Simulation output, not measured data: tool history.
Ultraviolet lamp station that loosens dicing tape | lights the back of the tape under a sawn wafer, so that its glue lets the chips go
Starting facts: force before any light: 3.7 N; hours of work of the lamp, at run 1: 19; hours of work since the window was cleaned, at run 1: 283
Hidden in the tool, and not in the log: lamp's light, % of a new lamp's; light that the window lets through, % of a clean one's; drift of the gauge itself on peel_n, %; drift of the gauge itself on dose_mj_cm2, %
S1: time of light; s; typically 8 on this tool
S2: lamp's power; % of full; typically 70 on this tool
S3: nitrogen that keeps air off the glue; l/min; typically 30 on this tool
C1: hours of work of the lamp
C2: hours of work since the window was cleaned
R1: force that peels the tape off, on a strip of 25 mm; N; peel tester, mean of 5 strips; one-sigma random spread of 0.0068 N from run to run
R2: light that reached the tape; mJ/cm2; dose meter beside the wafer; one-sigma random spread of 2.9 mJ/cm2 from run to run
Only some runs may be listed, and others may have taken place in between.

run,hour,S1,S2,S3,C1,C2,R1,R2
1,0.0,8,70,30,19,283,0.358,403
2,7.6,8,70,30,24,288,0.364,399
3,15.8,8,70,30,29,293,0.367,395
4,21.2,8,70,30,32,296,0.395,394
5,26.1,8,70,30,35,299,0.377,396
6,34.6,8,70,30,40,305,0.381,394
7,40.1,8,70,30,44,308,0.381,391
8,47.9,8,70,30,49,313,0.381,397
9,55.5,8,70,30,53,318,0.381,395
10,64.3,8,70,12,59,323,0.605,390
11,70.9,9,64,24,63,327,0.424,399
12,77.3,13,70,16,67,331,0.299,637
13,85.7,8,65,30,72,336,0.417,362
14,92.3,8,65,30,76,340,0.421,361
15,101.6,8,60,40,82,346,0.409,334

The next listed run, before its measurement:
16,110.7,12,72,30,88,352,?,?

{"run 16": {"R1": 0.276, "R2": 596}}
Were there no unlogged condition in the tool, this run, its random variation unchanged, would have produced R1 0.268 N, R2 641 mJ/cm2.
